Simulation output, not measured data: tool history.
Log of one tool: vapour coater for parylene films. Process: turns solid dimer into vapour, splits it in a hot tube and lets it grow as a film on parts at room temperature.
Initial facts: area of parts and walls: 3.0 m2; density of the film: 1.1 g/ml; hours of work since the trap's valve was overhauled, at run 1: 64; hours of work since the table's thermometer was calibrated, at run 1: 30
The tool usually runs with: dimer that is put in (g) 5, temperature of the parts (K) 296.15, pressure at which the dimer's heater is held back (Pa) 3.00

| run | hour | dimer that is put in (g) | temperature of the parts (K) | pressure at which the dimer's heater is held back (Pa) | hours of work since the trap's valve was overhauled | hours of work since the table's thermometer was calibrated | thickness of the film (µm) |
|---|---|---|---|---|---|---|---|
| 1 | 0.0 | 5 | 296.15 | 3.00 | 64 | 30 | 1.206 |
| 2 | 10.7 | 5 | 296.15 | 10.80 | 68 | 34 | 1.125 |
| 3 | 23.5 | 5 | 296.15 | 9.97 | 74 | 39 | 1.133 |
| 4 | 31.7 | 5 | 296.15 | 9.97 | 77 | 43 | 1.134 |
| 5 | 39.4 | 5 | 296.15 | 9.97 | 80 | 46 | 1.123 |
| 6 | 45.8 | 5 | 296.15 | 3.00 | 83 | 49 | 1.197 |
| 7 | 55.5 | 2 | 296.15 | 3.00 | 87 | 53 | 0.483 |
| 8 | 67.9 | 2 | 296.15 | 3.00 | 92 | 58 | 0.482 |
| 9 | 78.3 | 2 | 296.15 | 10.97 | 97 | 63 | 0.452 |
| 10 | 86.4 | 7 | 296.15 | 3.24 | 100 | 66 | 1.667 |
| 11 | 98.6 | 7 | 296.15 | 3.24 | 105 | 71 | 1.667 |
| 12 | 108.4 | 7 | 296.15 | 3.24 | 109 | 75 | 1.661 |
| 13 | 119.6 | 7 | 306.15 | 4.81 | 114 | 80 | 1.137 |
| 14 | 127.1 | 3 | 296.15 | 7.59 | 117 | 83 | 0.681 |
| 15 | 140.1 | 3 | 296.15 | 7.59 | 123 | 89 | 0.680 |
| 16 | 154.6 | 5 | 296.15 | 3.00 | 129 | 95 | 1.192 |
| 17 | 165.3 | 6 | 296.15 | 5.33 | 133 | 99 | 1.384 |
| 18 | 174.9 | 6 | 296.15 | 5.33 | 137 | 103 | 1.387 |

A few steps of thickness of the film (µm) between consecutive runs. Split each: what settings, incoming material and random variation would produce without the hidden state, and what is left over for the hidden state, along with gauge scatter present in only one of the two compared results (measured, and without hidden state):
The tool's hidden condition here consists of: vapour lost through the trap's worn valve, %; true temperature of the parts over the reading, C; drift of the gauge itself on film_um, %.
Run 9 -> 10: dimer that is put in (g) 2 -> 7, pressure at which the dimer's heater is held back (Pa) 10.97 -> 3.24. thickness of the film (µm) +1.215: hidden state -0.048, all else +1.263.

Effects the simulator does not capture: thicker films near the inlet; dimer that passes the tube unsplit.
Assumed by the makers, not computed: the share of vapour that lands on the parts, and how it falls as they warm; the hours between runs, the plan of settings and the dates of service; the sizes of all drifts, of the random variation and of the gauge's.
